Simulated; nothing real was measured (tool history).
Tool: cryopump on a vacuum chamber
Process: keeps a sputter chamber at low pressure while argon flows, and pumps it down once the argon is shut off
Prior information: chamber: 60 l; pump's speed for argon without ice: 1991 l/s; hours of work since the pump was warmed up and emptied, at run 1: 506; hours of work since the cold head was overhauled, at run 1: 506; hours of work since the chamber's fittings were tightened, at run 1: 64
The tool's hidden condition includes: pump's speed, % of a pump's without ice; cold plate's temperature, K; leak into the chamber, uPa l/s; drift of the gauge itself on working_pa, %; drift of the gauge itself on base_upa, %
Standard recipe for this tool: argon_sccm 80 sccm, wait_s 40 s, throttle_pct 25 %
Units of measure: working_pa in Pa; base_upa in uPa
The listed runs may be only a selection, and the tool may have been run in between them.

| run | day | argon_sccm | wait_s | throttle_pct | hours of work since the pump was warmed up and emptied | hours of work since the cold head was overhauled | hours of work since the chamber's fittings were tightened | working_pa | base_upa |
|---|---|---|---|---|---|---|---|---|---|
| 1 | 0.000 | 80 | 40 | 25 | 506 | 506 | 64 | 0.2826 | 1.11 |
| 2 | 1.679 | 80 | 40 | 25 | 528 | 528 | 86 | 0.2817 | 1.18 |
| 3 | 2.525 | 80 | 40 | 25 | 539 | 539 | 97 | 0.2804 | 1.17 |
| 4 | 4.138 | 80 | 40 | 25 | 560 | 560 | 118 | 0.2823 | 1.14 |
| 5 | 5.800 | 80 | 40 | 25 | 582 | 582 | 139 | 0.2812 | 1.18 |
| 6 | 6.746 | 80 | 40 | 22 | 594 | 594 | 152 | 0.3224 | 1.24 |
| 7 | 8.742 | 80 | 40 | 22 | 620 | 620 | 178 | 0.3193 | 1.29 |
| 8 | 10.238 | 80 | 40 | 25 | 639 | 639 | 197 | 0.2832 | 1.34 |
| 9 | 11.288 | 80 | 40 | 25 | 653 | 653 | 211 | 0.2831 | 1.35 |
| 10 | 12.788 | 80 | 40 | 25 | 673 | 673 | 230 | 0.2834 | 1.36 |
| 11 | 13.954 | 80 | 40 | 25 | 688 | 688 | 246 | 0.2845 | 1.37 |
| 12 | 15.229 | 80 | 31 | 25 | 704 | 704 | 262 | 0.2853 | 1.62 |
| 13 | 16.325 | 80 | 31 | 25 | 719 | 719 | 276 | 0.2886 | 1.62 |
| 14 | 17.417 | 80 | 31 | 25 | 733 | 733 | 291 | 0.2863 | 1.67 |
| 15 | 18.929 | 80 | 289 | 25 | 753 | 753 | 310 | 0.2892 | 0.78 |
| 16 | 20.179 | 60 | 40 | 25 | 769 | 769 | 327 | 0.2151 | 1.52 |
| 17 | 22.062 | 38 | 40 | 25 | 793 | 793 | 351 | 0.1341 | 1.56 |
| 18 | 23.958 | 38 | 40 | 25 | 818 | 818 | 376 | 0.1376 | 1.63 |
| 19 | 25.417 | 158 | 72 | 25 | 837 | 837 | 395 | 0.5688 | 1.29 |
| 20 | 26.412 | 44 | 72 | 25 | 850 | 850 | 408 | 0.1590 | 1.31 |
| 21 | 27.300 | 44 | 72 | 25 | 862 | 862 | 419 | 0.1591 | 1.30 |
| 22 | 28.442 | 105 | 119 | 35 | 877 | 877 | 434 | 0.2780 | 1.19 |
| 23 | 30.042 | 80 | 40 | 33 | 897 | 897 | 455 | 0.2242 | 1.79 |
| 24 | 31.696 | 80 | 40 | 33 | 919 | 919 | 477 | 0.2233 | 1.75 |
|  | 32.188 | pump warmed up, emptied and cooled again |
| 25 | 33.208 | 32 | 79 | 30 | 13 | 936 | 494 | 0.0915 | 1.23 |
| 26 | 35.046 | 32 | 79 | 30 | 37 | 960 | 518 | 0.0914 | 1.22 |
| 27 | 36.371 | 55 | 293 | 25 | 55 | 977 | 535 | 0.1875 | 0.97 |
| 28 | 38.254 | 75 | 77 | 30 | 79 | 1002 | 559 | 0.2154 | 1.26 |
| 29 | 40.267 | 47 | 166 | 38 | 105 | 1028 | 586 | 0.1066 | 1.11 |
| 30 | 41.317 | 119 | 286 | 27 | 119 | 1042 | 599 | 0.3802 | 1.07 |
| 31 | 42.867 | 38 | 76 | 30 | 139 | 1062 | 620 | 0.1092 | 1.39 |
| 32 | 44.779 | 38 | 76 | 30 | 164 | 1087 | 644 | 0.1100 | 1.44 |
| 33 | 45.621 | 38 | 76 | 30 | 175 | 1098 | 655 | 0.1079 | 1.47 |
| 34 | 47.283 | 38 | 76 | 30 | 197 | 1119 | 677 | 0.1092 | 1.48 |
| 35 | 48.738 | 38 | 76 | 30 | 216 | 1138 | 696 | 0.1084 | 1.54 |

Branching from run 35: 3 alternative next runs. What would each branch give?
| A | 49.642 | 99 | 63 | 30 | 227 | 1150 | 708 | ? | ? |
| B | 49.642 | 80 | 76 | 30 | 227 | 1150 | 708 | ? | ? |
| C | 49.642 | 116 | 76 | 18 | 227 | 1150 | 708 | ? | ? |

| run | working_pa | base_upa |
|---|---|---|
| A | 0.2866 | 1.69 |
| B | 0.2321 | 1.55 |
| C | 0.5556 | 1.56 |
With the hidden condition removed and each run's random variation left untouched, the same runs would have given:
| run | working_pa | base_upa |
|---|---|---|
| A | 0.2810 | 0.72 |
| B | 0.2275 | 0.60 |
| C | 0.5490 | 0.61 |

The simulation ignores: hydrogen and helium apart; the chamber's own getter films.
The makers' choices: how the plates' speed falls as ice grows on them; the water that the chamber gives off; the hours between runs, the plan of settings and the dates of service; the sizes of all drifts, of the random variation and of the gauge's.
